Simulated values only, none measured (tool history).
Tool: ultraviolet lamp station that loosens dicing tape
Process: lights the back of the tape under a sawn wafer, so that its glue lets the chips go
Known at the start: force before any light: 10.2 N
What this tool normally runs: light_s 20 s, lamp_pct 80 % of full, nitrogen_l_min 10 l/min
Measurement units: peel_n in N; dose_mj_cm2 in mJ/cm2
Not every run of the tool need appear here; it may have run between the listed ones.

run 1 hour=0 | light_s=20 lamp_pct=80 nitrogen_l_min=10 | peel_n=0.778 dose_mj_cm2=510
run 2 hour=17.3 | light_s=20 lamp_pct=80 nitrogen_l_min=10 | peel_n=0.8 dose_mj_cm2=513
run 3 hour=36.5 | light_s=20 lamp_pct=80 nitrogen_l_min=10 | peel_n=0.811 dose_mj_cm2=507
run 4 hour=51.3 | light_s=20 lamp_pct=80 nitrogen_l_min=10 | peel_n=0.807 dose_mj_cm2=502
run 5 hour=70.8 | light_s=20 lamp_pct=80 nitrogen_l_min=10 | peel_n=0.876 dose_mj_cm2=494
run 6 hour=81 | light_s=20 lamp_pct=80 nitrogen_l_min=10 | peel_n=0.912 dose_mj_cm2=495
run 7 hour=100.3 | light_s=20 lamp_pct=80 nitrogen_l_min=10 | peel_n=0.882 dose_mj_cm2=490
run 8 hour=112.3 | light_s=20 lamp_pct=80 nitrogen_l_min=10 | peel_n=0.952 dose_mj_cm2=480
run 9 hour=130.8 | light_s=20 lamp_pct=80 nitrogen_l_min=10 | peel_n=0.935 dose_mj_cm2=472
run 10 hour=150.6 | light_s=20 lamp_pct=80 nitrogen_l_min=13 | peel_n=0.804 dose_mj_cm2=465
run 11 hour=163.9 | light_s=13 lamp_pct=80 nitrogen_l_min=10 | peel_n=2.078 dose_mj_cm2=304
-- hour=172.5 window cleaned of glue's vapour
run 12 hour=182.4 | light_s=13 lamp_pct=80 nitrogen_l_min=10 | peel_n=1.565 dose_mj_cm2=362
run 13 hour=198.4 | light_s=20 lamp_pct=80 nitrogen_l_min=10 | peel_n=0.689 dose_mj_cm2=550
run 14 hour=217.2 | light_s=20 lamp_pct=80 nitrogen_l_min=10 | peel_n=0.695 dose_mj_cm2=549
run 15 hour=228.1 | light_s=20 lamp_pct=80 nitrogen_l_min=10 | peel_n=0.711 dose_mj_cm2=548
run 16 hour=243.4 | light_s=20 lamp_pct=80 nitrogen_l_min=5 | peel_n=1.206 dose_mj_cm2=542
run 17 hour=262 | light_s=20 lamp_pct=69 nitrogen_l_min=10 | peel_n=0.986 dose_mj_cm2=466
run 18 hour=275.4 | light_s=15 lamp_pct=69 nitrogen_l_min=10 | peel_n=1.732 dose_mj_cm2=345
run 19 hour=291 | light_s=15 lamp_pct=69 nitrogen_l_min=10 | peel_n=1.778 dose_mj_cm2=346
run 20 hour=305.3 | light_s=20 lamp_pct=79 nitrogen_l_min=10 | peel_n=0.809 dose_mj_cm2=508
run 21 hour=322.8 | light_s=20 lamp_pct=79 nitrogen_l_min=10 | peel_n=0.794 dose_mj_cm2=510
run 22 hour=340.2 | light_s=20 lamp_pct=79 nitrogen_l_min=5 | peel_n=1.403 dose_mj_cm2=500
run 23 hour=358.3 | light_s=22 lamp_pct=79 nitrogen_l_min=20 | peel_n=0.453 dose_mj_cm2=547
run 24 hour=374.9 | light_s=24 lamp_pct=79 nitrogen_l_min=5 | peel_n=1.018 dose_mj_cm2=591
run 25 hour=391.3 | light_s=27 lamp_pct=98 nitrogen_l_min=5 | peel_n=0.501 dose_mj_cm2=814

Forecast each of these 3 alternatives for the next run:
run A hour=402.6 | light_s=27 lamp_pct=98 nitrogen_l_min=19 | peel_n=? dose_mj_cm2=?
run B hour=402.6 | light_s=20 lamp_pct=80 nitrogen_l_min=3 | peel_n=? dose_mj_cm2=?
run C hour=402.6 | light_s=32 lamp_pct=95 nitrogen_l_min=5 | peel_n=? dose_mj_cm2=?

run=A peel_n=0.23 dose_mj_cm2=812
run=B peel_n=1.995 dose_mj_cm2=496
run=C peel_n=0.37 dose_mj_cm2=939
With the hidden condition removed and each run's random variation left untouched, the same runs would have given:
run=A peel_n=0.194 dose_mj_cm2=988
run=B peel_n=1.435 dose_mj_cm2=604
run=C peel_n=0.254 dose_mj_cm2=1143
